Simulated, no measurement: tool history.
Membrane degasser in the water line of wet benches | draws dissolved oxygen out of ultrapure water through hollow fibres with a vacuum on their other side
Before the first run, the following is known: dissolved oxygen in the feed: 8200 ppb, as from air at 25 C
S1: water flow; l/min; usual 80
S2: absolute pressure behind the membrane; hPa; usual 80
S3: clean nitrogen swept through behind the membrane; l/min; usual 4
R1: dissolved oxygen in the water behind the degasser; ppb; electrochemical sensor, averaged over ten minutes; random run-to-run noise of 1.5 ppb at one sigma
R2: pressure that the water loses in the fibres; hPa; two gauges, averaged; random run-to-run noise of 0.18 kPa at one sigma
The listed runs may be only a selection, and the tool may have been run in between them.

Run 1, hour 0: usual settings. Result: R1 221.2 ppb, R2 346.2 hPa.
Run 2, hour 31.4: usual settings but S1 74 l/min. Result: R1 206.4 ppb, R2 319.4 hPa.
Run 3, hour 55.6: usual settings but S1 74 l/min. Result: R1 208.5 ppb, R2 322 hPa.
Run 4, hour 97.3: usual settings but S1 74 l/min. Result: R1 209.5 ppb, R2 319.7 hPa.
Run 5, hour 136.9: usual settings but S1 74 l/min. Result: R1 208.5 ppb, R2 323.9 hPa.
Run 6, hour 167.6: usual settings. Result: R1 227.7 ppb, R2 349.8 hPa.
Run 7, hour 204.4: usual settings but S2 57.2 hPa. Result: R1 128.9 ppb, R2 348.8 hPa.
Run 8, hour 242.2: usual settings but S2 57.2 hPa. Result: R1 128.8 ppb, R2 348.4 hPa.
Run 9, hour 286.4: usual settings but S2 57.2 hPa. Result: R1 129.3 ppb, R2 347.9 hPa.
Run 10, hour 329.6: usual settings but S2 57.2 hPa. Result: R1 128.7 ppb, R2 347 hPa.
Run 11, hour 354.9: usual settings but S2 57.2 hPa. Result: R1 131 ppb, R2 349.2 hPa.
Run 12, hour 402.6: usual settings. Result: R1 226.9 ppb, R2 346.5 hPa.
Run 13, hour 442.4: usual settings. Result: R1 228.1 ppb, R2 351 hPa.
Run 14, hour 464: usual settings. Result: R1 229.6 ppb, R2 347.1 hPa.
Run 15, hour 501.3: usual settings but S1 48 l/min. Result: R1 137.5 ppb, R2 209.7 hPa.
Run 16, hour 527.4: usual settings but S1 48 l/min. Result: R1 139.5 ppb, R2 209.5 hPa.
Run 17, hour 559.6: usual settings but S3 1.92 l/min. Result: R1 406 ppb, R2 347.1 hPa.
Run 18, hour 607.5: usual settings but S3 1.92 l/min. Result: R1 406.6 ppb, R2 347 hPa.
Run 19, hour 638.4: usual settings but S3 1.92 l/min. Result: R1 407.8 ppb, R2 348 hPa.
Run 20, hour 674.6: usual settings but S1 51 l/min, S2 133.7 hPa, S3 2.39 l/min. Result: R1 469.9 ppb, R2 220.9 hPa.
Run 21, hour 715.3: usual settings but S1 51 l/min, S2 133.7 hPa, S3 2.39 l/min. Result: R1 464.7 ppb, R2 222.7 hPa.
Run 22, hour 735.7: usual settings but S1 63 l/min, S2 99.2 hPa. Result: R1 247.3 ppb, R2 274.7 hPa.
Run 23, hour 776.3: usual settings but S1 63 l/min, S2 99.2 hPa. Result: R1 244.7 ppb, R2 272.7 hPa.
Run 24, hour 800.7: usual settings but S1 72 l/min, S2 99.2 hPa, S3 3.73 l/min. Result: R1 297.4 ppb, R2 313.6 hPa.
Run 25, hour 828.5: usual settings but S1 72 l/min, S2 99.2 hPa, S3 3.73 l/min. Result: R1 297.6 ppb, R2 316.8 hPa.
Run 26, hour 876.8: usual settings but S1 72 l/min, S2 99.2 hPa, S3 3.73 l/min. Result: R1 299.1 ppb, R2 310.8 hPa.
Run 27, hour 920: usual settings but S1 72 l/min, S2 99.2 hPa, S3 3.73 l/min. Result: R1 298 ppb, R2 315.5 hPa.
Run 28, hour 957.9: usual settings but S1 72 l/min, S2 99.2 hPa, S3 3.73 l/min. Result: R1 295 ppb, R2 312.3 hPa.
Run 29, hour 983.9: usual settings but S1 72 l/min, S2 99.2 hPa, S3 3.73 l/min. Result: R1 298 ppb, R2 317.1 hPa.
Run 30, hour 1020.9: usual settings but S2 179.5 hPa, S3 6.86 l/min. Result: R1 407.1 ppb, R2 348.5 hPa.
Run 31, hour 1059.1: usual settings but S2 179.5 hPa, S3 6.86 l/min. Result: R1 402.2 ppb, R2 348.2 hPa.

Missing from the log above: 1 entry noted between runs. For each, name the pair of listed runs it sits between and say how the tool's hidden condition differs from the listed run just before to the listed run just after:
Runs 30 to 31: seals of the vacuum lines changed (hour 1045.4)
  true pressure behind the membrane over the reading, kPa: 0.18 -> 0.19; air that leaks in behind the membrane, l/min: 0.0146 -> 0.0025
  what was measured, less what the result would be without the hidden state, R1: +6.6 -> +5.4 ppb; R2: +2.7 -> +2.7 hPa

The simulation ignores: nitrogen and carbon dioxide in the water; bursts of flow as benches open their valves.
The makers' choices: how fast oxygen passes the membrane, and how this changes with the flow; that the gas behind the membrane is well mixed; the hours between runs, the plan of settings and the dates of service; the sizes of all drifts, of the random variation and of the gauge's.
